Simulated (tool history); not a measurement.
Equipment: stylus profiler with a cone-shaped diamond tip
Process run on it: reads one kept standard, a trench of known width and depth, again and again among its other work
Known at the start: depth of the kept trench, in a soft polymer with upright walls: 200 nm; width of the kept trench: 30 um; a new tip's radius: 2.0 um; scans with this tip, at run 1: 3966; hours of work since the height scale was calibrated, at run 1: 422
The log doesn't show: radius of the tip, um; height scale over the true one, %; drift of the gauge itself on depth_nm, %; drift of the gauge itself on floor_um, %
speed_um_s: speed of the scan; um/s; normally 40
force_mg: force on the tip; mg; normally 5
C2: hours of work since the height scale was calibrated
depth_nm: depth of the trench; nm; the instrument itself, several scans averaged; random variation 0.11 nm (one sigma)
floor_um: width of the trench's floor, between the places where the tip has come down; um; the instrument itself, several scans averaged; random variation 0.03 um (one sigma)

Run 1, hour 0: usual settings; scans with this tip 3966; C2 422. Result: depth_nm 202.28 nm, floor_um 28.03 um.
Run 2, hour 28.8: usual settings; scans with this tip 4095; C2 436. Result: depth_nm 202.39 nm, floor_um 28.07 um.
Run 3, hour 49.5: usual settings; scans with this tip 4188; C2 446. Result: depth_nm 202.23 nm, floor_um 28.02 um.
Run 4, hour 69: usual settings; scans with this tip 4276; C2 455. Result: depth_nm 202.05 nm, floor_um 28.02 um.
Run 5, hour 84.5: usual settings; scans with this tip 4345; C2 463. Result: depth_nm 202.42 nm, floor_um 28.02 um.
Run 6, hour 102.9: usual settings but force_mg 9.62 mg; scans with this tip 4428; C2 471. Result: depth_nm 203.71 nm, floor_um 28.07 um.
Run 7, hour 127.6: usual settings but speed_um_s 14 um/s; scans with this tip 4539; C2 483. Result: depth_nm 202.34 nm, floor_um 28.07 um.
Run 8, hour 139.6: usual settings but speed_um_s 14 um/s; scans with this tip 4593; C2 489. Result: depth_nm 202.09 nm, floor_um 28.06 um.
Run 9, hour 156.4: usual settings; scans with this tip 4668; C2 497. Result: depth_nm 202.04 nm, floor_um 28.11 um.
Run 10, hour 174.7: usual settings but force_mg 6.15 mg; scans with this tip 4750; C2 506. Result: depth_nm 202.82 nm, floor_um 28.04 um.
Run 11, hour 202.7: usual settings but force_mg 6.15 mg; scans with this tip 4876; C2 519. Result: depth_nm 202.56 nm, floor_um 28.07 um.
Run 12, hour 219: usual settings but force_mg 6.15 mg; scans with this tip 4949; C2 527. Result: depth_nm 202.71 nm, floor_um 28.1 um.
Run 13, hour 234.3: usual settings; scans with this tip 5018; C2 534. Result: depth_nm 202.05 nm, floor_um 28.01 um.
Run 14, hour 250: usual settings but force_mg 4.75 mg; scans with this tip 5088; C2 542. Result: depth_nm 202 nm, floor_um 27.96 um.
Run 15, hour 264: usual settings but speed_um_s 10 um/s; scans with this tip 5151; C2 548. Result: depth_nm 202.25 nm, floor_um 28.08 um.
Run 16, hour 289.5: usual settings; scans with this tip 5266; C2 561. Result: depth_nm 202.17 nm, floor_um 28.05 um.
Run 17, hour 310.5: usual settings; scans with this tip 5360; C2 571. Result: depth_nm 202.25 nm, floor_um 28.01 um.
At hour 312.5: height scale calibrated on a step standard.
Run 18, hour 324.9: usual settings; scans with this tip 5423; C2 6. Result: depth_nm 202 nm, floor_um 28.04 um.
Run 19, hour 345.9: usual settings; scans with this tip 5517; C2 16. Result: depth_nm 202.1 nm, floor_um 28 um.
Run 20, hour 359.5: usual settings; scans with this tip 5578; C2 22. Result: depth_nm 201.93 nm, floor_um 27.96 um.
Run 21, hour 377.4: usual settings; scans with this tip 5658; C2 31. Result: depth_nm 202.27 nm, floor_um 28.03 um.
Run 22, hour 390.3: usual settings; scans with this tip 5716; C2 37. Result: depth_nm 202.17 nm, floor_um 27.99 um.
Run 23, hour 403.2: usual settings but speed_um_s 148 um/s; scans with this tip 5774; C2 43. Result: depth_nm 201.9 nm, floor_um 27.84 um.
Run 24, hour 415.4: usual settings but speed_um_s 148 um/s; scans with this tip 5829; C2 49. Result: depth_nm 202.08 nm, floor_um 27.82 um.
Run 25, hour 435.8: usual settings but speed_um_s 20 um/s, force_mg 2.71 mg; scans with this tip 5920; C2 59. Result: depth_nm 201.23 nm, floor_um 28.03 um.
Run 26, hour 452.9: usual settings but speed_um_s 22 um/s; scans with this tip 5998; C2 67. Result: depth_nm 202.04 nm, floor_um 28 um.
Run 27, hour 466.8: usual settings but speed_um_s 15 um/s; scans with this tip 6060; C2 74. Result: depth_nm 201.98 nm, floor_um 28.01 um.

What does the tool deliver on the next run?
At hour 471.2: height scale calibrated on a step standard, once more.
Run 28, hour 495: usual settings but speed_um_s 14 um/s, force_mg 13.4 mg; scans with this tip 6184; C2 11. Result: depth_nm ?, floor_um ?.

{"run 28": {"depth_nm": 205.11, "floor_um": 28.06}}
If the tool had no hidden condition, the same run with the same run-to-run variation would have returned depth_nm 205.16 nm, floor_um 28.27 um.
